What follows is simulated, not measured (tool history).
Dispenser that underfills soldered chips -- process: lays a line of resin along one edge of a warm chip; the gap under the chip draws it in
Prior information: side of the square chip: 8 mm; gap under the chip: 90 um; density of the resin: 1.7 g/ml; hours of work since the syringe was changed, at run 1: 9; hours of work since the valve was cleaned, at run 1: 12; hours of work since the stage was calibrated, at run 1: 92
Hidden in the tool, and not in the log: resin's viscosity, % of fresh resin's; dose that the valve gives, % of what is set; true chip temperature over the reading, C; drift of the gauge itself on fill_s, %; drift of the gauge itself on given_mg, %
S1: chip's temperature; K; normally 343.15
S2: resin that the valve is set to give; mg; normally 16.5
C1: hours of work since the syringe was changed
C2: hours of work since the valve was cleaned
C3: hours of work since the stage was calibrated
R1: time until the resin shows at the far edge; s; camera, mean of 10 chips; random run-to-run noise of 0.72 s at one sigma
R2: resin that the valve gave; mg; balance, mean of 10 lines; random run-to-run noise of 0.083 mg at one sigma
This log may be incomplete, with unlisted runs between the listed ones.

| run | hour | S1 | S2 | C1 | C2 | C3 | R1 | R2 |
|---|---|---|---|---|---|---|---|---|
| 1 | 0 | 343.15 | 16.5 | 9 | 12 | 92 | 100 | 16.35 |
|  | 3 | new syringe of resin |
| 2 | 3.5 | 343.15 | 16.5 | 0 | 14 | 94 | 65.1 | 16.4 |
| 3 | 6.5 | 342.15 | 16.5 | 3 | 17 | 97 | 77.5 | 16.32 |
| 4 | 10.9 | 343.15 | 15.7 | 6 | 20 | 100 | 88.2 | 15.42 |
| 5 | 15 | 343.15 | 15.7 | 9 | 23 | 103 | 106.4 | 15.42 |
|  | 17 | new syringe of resin |
| 6 | 18.4 | 343.15 | 16.5 | 1 | 26 | 106 | 67.6 | 16.21 |
| 7 | 22.4 | 334.15 | 16.5 | 4 | 29 | 109 | 125.1 | 16.17 |
| 8 | 25.5 | 343.15 | 16.5 | 7 | 31 | 112 | 90.4 | 16.13 |
| 9 | 30.3 | 343.15 | 16.5 | 11 | 35 | 115 | 106.9 | 16.05 |
|  | 31.4 | new syringe of resin |
| 10 | 34.4 | 343.15 | 16.5 | 2 | 38 | 118 | 70.9 | 16.03 |
| 11 | 39.9 | 343.15 | 16.5 | 7 | 42 | 123 | 87.1 | 15.83 |
| 12 | 43 | 343.15 | 16.2 | 9 | 45 | 125 | 98.8 | 15.5 |
|  | 45.7 | new syringe of resin |
| 13 | 46.5 | 330.15 | 16.5 | 1 | 47 | 128 | 122 | 15.92 |
| 14 | 50.9 | 330.15 | 16.5 | 4 | 51 | 131 | 148.1 | 15.79 |
| 15 | 56.1 | 330.15 | 16.5 | 8 | 55 | 135 | 184 | 15.83 |
|  | 60.1 | new syringe of resin |
| 16 | 60.2 | 357.15 | 16 | 0 | 58 | 138 | 33.3 | 15.44 |
| 17 | 65 | 357.15 | 16 | 4 | 62 | 142 | 40.2 | 15.17 |
| 18 | 68.8 | 357.15 | 16 | 7 | 65 | 145 | 46.7 | 15.15 |
|  | 74.4 | new syringe of resin |
| 19 | 75.2 | 357.15 | 16 | 1 | 70 | 150 | 33.7 | 15.21 |
| 20 | 79.2 | 342.15 | 17.5 | 4 | 73 | 153 | 78.9 | 16.5 |
| 21 | 82.1 | 343.15 | 16.9 | 6 | 75 | 155 | 84.7 | 15.97 |
| 22 | 86.7 | 350.15 | 19.2 | 10 | 79 | 159 | 72.4 | 17.95 |
|  | 88.8 | new syringe of resin |
| 23 | 92.5 | 332.15 | 16.5 | 3 | 83 | 163 | 130.8 | 15.5 |
| 24 | 98.1 | 329.15 | 14.4 | 7 | 87 | 168 | 191.8 | 13.38 |
| 25 | 102.3 | 334.15 | 15.3 | 11 | 91 | 171 | 171.7 | 14.14 |
|  | 102.9 | new syringe of resin |
| 26 | 108.3 | 335.15 | 15.6 | 4 | 95 | 176 | 118 | 14.4 |
| 27 | 112.7 | 345.15 | 16.5 | 8 | 99 | 179 | 84.5 | 15.29 |
| 28 | 115.6 | 345.15 | 16.5 | 10 | 101 | 181 | 93.8 | 15.26 |
|  | 117.2 | new syringe of resin |
| 29 | 121.9 | 353.15 | 15.5 | 4 | 106 | 186 | 48.2 | 14.16 |

Below are 4 alternative next runs, each starting from the tool's condition after run 29. Predict each:
| A | 128.3 | 354.15 | 18.6 | 9 | 111 | 191 | ? | ? |
| B | 128.3 | 341.15 | 19.4 | 9 | 111 | 191 | ? | ? |
| C | 128.3 | 346.15 | 16.7 | 9 | 111 | 191 | ? | ? |
| D | 128.3 | 344.15 | 20 | 9 | 111 | 191 | ? | ? |

| run | R1 | R2 |
|---|---|---|
| A | 57.7 | 16.97 |
| B | 110.5 | 17.76 |
| C | 84.7 | 15.24 |
| D | 93.4 | 18.24 |
What these runs would have given with no unlogged condition in the tool:
| run | R1 | R2 |
|---|---|---|
| A | 38 | 18.58 |
| B | 73.3 | 19.45 |
| C | 55.7 | 16.68 |
| D | 62 | 19.97 |

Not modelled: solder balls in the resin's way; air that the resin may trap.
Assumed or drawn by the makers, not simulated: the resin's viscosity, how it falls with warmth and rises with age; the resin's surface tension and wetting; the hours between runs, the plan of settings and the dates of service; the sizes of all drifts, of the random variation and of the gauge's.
